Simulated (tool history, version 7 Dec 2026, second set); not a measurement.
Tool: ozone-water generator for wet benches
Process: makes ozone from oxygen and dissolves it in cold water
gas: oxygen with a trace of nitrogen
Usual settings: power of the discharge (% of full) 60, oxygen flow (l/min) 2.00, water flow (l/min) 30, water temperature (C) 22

run,hour,power of the discharge (% of full),oxygen flow (l/min),water flow (l/min),water temperature (C),dissolved ozone (ppm),ozone in the gas ahead of the water (g/m3)
1,0.0,60,2.00,30,22,8.9,209.2
2,17.3,60,2.00,30,22,8.6,208.0
3,40.9,81,2.00,30,22,10.5,245.8
4,57.3,81,2.00,30,22,10.3,247.4
5,82.8,81,2.00,30,22,10.4,244.7
6,98.1,60,1.89,30,22,8.7,215.6
7,123.1,60,1.89,30,22,8.6,213.8
8,159.4,87,2.00,30,22,11.1,253.9
9,174.0,87,2.00,30,22,10.9,254.1
10,197.1,66,2.00,30,22,9.4,218.6
11,232.6,66,2.00,30,22,9.1,219.0
12,268.4,66,2.80,30,22,10.6,189.7
13,299.1,60,2.00,30,22,8.9,206.4
14,327.4,60,2.00,45,22,5.5,206.4
15,358.8,60,2.00,30,22,8.7,207.7
16,388.3,60,2.00,30,22,8.8,206.5
17,414.7,65,2.00,46,22,5.6,215.5
18,436.4,60,2.00,27,22,9.7,206.4
19,471.2,60,2.00,27,22,9.8,205.9
20,495.3,60,2.88,30,23,9.8,175.1
21,519.5,60,2.88,30,23,9.7,177.3
22,539.5,60,1.05,21,22,9.8,270.1

Run 23 comes next. What will it give?
23,560.9,60,1.05,21,22,?,?

{"run 23": {"dissolved ozone (ppm)": 9.9, "ozone in the gas ahead of the water (g/m3)": 272.2}}
Without the tool's hidden state the same run would have given dissolved ozone (ppm) 10.6, ozone in the gas ahead of the water (g/m3) 281.4.

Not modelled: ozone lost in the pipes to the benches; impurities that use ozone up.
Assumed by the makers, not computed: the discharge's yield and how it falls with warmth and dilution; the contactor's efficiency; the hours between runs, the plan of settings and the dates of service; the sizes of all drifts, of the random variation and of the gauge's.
